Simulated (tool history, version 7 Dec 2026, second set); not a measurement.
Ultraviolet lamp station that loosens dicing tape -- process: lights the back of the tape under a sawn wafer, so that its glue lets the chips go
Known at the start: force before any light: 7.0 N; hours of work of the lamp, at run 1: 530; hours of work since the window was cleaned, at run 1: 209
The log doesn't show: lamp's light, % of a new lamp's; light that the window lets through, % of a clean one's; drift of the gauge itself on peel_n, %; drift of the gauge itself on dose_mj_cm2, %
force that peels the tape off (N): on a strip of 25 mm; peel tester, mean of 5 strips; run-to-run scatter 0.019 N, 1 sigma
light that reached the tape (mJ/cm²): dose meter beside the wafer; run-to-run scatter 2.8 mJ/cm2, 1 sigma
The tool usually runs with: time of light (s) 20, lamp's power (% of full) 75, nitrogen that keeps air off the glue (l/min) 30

run    hour  time of light (s)  lamp's power (% of full)  nitrogen that keeps air off the glue (l/min)  hours of work of the lamp  hours of work since the window was cleaned  force that peels the tape off (N)  light that reached the tape (mJ/cm²)
  1       0                 20                        75                                            30                        530                                         209                              1.608                                   291
  2    57.3                 20                        76                                            30                        559                                         238                               1.69                                   283
  3   112.7                 20                        76                                            30                        587                                         266                              1.712                                   279
  4   139.8                 20                        76                                            30                        601                                         280                              1.753                                   276
  5   170.1                 20                        76                                            30                        617                                         295                                1.8                                   263
      175.2  -- lamp changed
  6   226.8                 20                        76                                            30                         26                                         323                              1.181                                   352
  7   277.8                 20                        76                                            30                         52                                         349                              1.276                                   347
  8   313.3                 20                        75                                            22                         70                                         367                              1.489                                   334
  9   357.6                 20                        75                                            22                         93                                         390                              1.603                                   322
 10   401.1                 20                        75                                            30                        115                                         412                              1.377                                   326
 11   463.3                 20                        75                                            30                        146                                         443                              1.406                                   315
 12   525.5                 12                        75                                            30                        178                                         475                              2.739                                   181
 13   573.5                 20                        75                                            30                        202                                         499                              1.545                                   290
      577.8  -- window cleaned of glue's vapour
 14   630.4                 24                        97                                            36                        231                                          27                              0.747                                   419
 15     690                 36                        72                                            27                        261                                          57                              0.784                                   456
 16   724.6                 36                        72                                            27                        278                                          74                              0.845                                   443
 17     762                 18                        87                                            25                        297                                          93                               2.05                                   260
 18   817.1                 26                        77                                            15                        325                                         121                              1.934                                   325
 19   845.9                 21                        84                                             9                        340                                         136                              2.773                                   281
 20   887.7                 21                        84                                            13                        361                                         157                              2.436                                   277
      903.1  -- window cleaned of glue's vapour, once more
 21   916.2                 21                        65                                            13                        375                                           7                              2.342                                   300
 22   974.1                 16                        90                                            30                        405                                          36                              1.518                                   306
 23  1018.5                 16                        90                                            30                        427                                          59                              1.554                                   299
 24  1060.2                 16                        75                                            14                        448                                          80                              2.667                                   244
 25  1099.2                 32                        75                                            12                        468                                          99                              1.364                                   480

Forecast run 26:
 26  1141.9                 32                        93                                            30                        490                                         121                                  ?                                     ?

{"run 26": {"force that peels the tape off (N)": 0.398, "light that reached the tape (mJ/cm²)": 583}}
On a tool with no hidden condition, and with the same random variation, this run would have come out at force that peels the tape off (N) 0.177, light that reached the tape (mJ/cm²) 804.

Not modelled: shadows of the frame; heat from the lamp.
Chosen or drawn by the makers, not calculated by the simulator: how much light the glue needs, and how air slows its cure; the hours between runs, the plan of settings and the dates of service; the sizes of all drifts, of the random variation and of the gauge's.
